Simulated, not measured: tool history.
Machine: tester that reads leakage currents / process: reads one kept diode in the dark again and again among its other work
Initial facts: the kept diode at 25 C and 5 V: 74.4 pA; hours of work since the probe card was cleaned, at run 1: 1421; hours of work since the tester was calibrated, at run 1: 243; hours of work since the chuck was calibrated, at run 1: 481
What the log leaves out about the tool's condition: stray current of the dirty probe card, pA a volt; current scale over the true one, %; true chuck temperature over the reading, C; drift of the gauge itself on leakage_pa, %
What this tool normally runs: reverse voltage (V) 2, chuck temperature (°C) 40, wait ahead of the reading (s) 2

run	hour	reverse voltage (V)	chuck temperature (°C)	wait ahead of the reading (s)	hours of work since the probe card was cleaned	hours of work since the tester was calibrated	hours of work since the chuck was calibrated	current that the tester gives (pA)
1	0	2	40	2	1421	243	481	197.97
2	58.5	2	40	2	1446	268	506	197.52
3	182.9	2	40	2	1499	320	558	200.02
# hour 287.4: chuck's temperature calibrated
4	293	2	40	2	1544	366	2	183.42
5	348.8	2	40	2	1568	389	26	184.5
6	421.2	2	22	2	1598	420	56	37.09
7	518.9	2	22	2	1640	461	98	37.54
8	580.6	2	40	2.39	1666	487	124	187.5
# hour 638: probe card cleaned and baked
9	703.1	2	40	2.39	27	538	174	187.63
10	759.3	2	40	0.88	51	561	198	187.99
11	838.5	7.27	40	2	85	595	231	356.98
12	949.6	7.27	40	2.24	132	642	278	357.07
13	1060.4	7.27	40	2.24	178	688	325	360.65
14	1188.6	2	40	9.83	232	743	379	194.55
15	1302.9	5.05	40	2	281	791	427	308.44
16	1405.4	5.05	40	2	324	834	471	310.11
17	1506.8	2	40	2	367	877	513	200.05
18	1635.6	2	40	2	421	931	568	200.27
19	1702.7	2	40	2	449	960	596	202.9
# hour 1723.3: chuck's temperature calibrated
20	1766.6	2	40	2	476	986	18	184.07
21	1827.3	2	40	2	501	1011	44	184.51
22	1890.5	2	40	2	528	1038	71	184.61
23	2026.5	3.37	36	3.74	585	1095	128	171.22
24	2093.7	1.44	45	4.65	614	1124	156	244.26
25	2157.9	1.44	45	4.65	641	1151	183	245.12
26	2252.4	13.38	37	0.5	681	1191	223	375.5
27	2345.6	1.55	40	0.4	720	1230	263	169.53
28	2477.1	1.55	36	7.01	775	1286	318	120.91
29	2599.1	10.87	52	6.4	827	1337	370	1185.08
30	2673.1	4.91	26	7.52	858	1368	401	88.64
31	2752.9	2	40	1.03	892	1402	435	196.43
32	2867.4	6.52	39	2	940	1450	483	323.31
33	2990.3	6.52	39	2	992	1502	535	327.84
34	3095.6	12.1	41	1.44	1037	1547	579	529.65
# hour 3149.9: chuck's temperature calibrated
35	3155.4	2	40	1.31	1061	1571	2	182.18
36	3276.6	9.22	27	0.35	1112	1622	53	127.06
37	3392.9	9.22	27	0.35	1161	1671	103	129.59
38	3454.4	2	34	2.6	1187	1697	129	111.35
39	3579.4	7.31	39	2	1240	1750	181	324.82
40	3667.8	7.31	39	2	1277	1787	219	327.15

Measured minus without-hidden-state, run by run (identical run-to-run variation in each term; gauge scatter may differ):
run	current that the tester gives (pA)
1	+13.86
2	+14.58
3	+16.37
4	+0.2
5	+0.95
6	+1.01
7	+1.28
8	+3.85
9	+4.76
10	+5.46
11	+12.38
12	+15.26
13	+18.35
14	+11.45
15	+20.46
16	+22.81
17	+15.96
18	+17.68
19	+18.86
20	+0.55
21	+1.34
22	+2.08
23	+3.97
24	+6
25	+7.2
26	+15.54
27	+7.35
28	+6.55
29	+65.02
30	+6.98
31	+13.68
32	+25.66
33	+28.7
34	+50.02
35	-0.54
36	+2.66
37	+3.97
38	+2.33
39	+9.63
40	+11.87

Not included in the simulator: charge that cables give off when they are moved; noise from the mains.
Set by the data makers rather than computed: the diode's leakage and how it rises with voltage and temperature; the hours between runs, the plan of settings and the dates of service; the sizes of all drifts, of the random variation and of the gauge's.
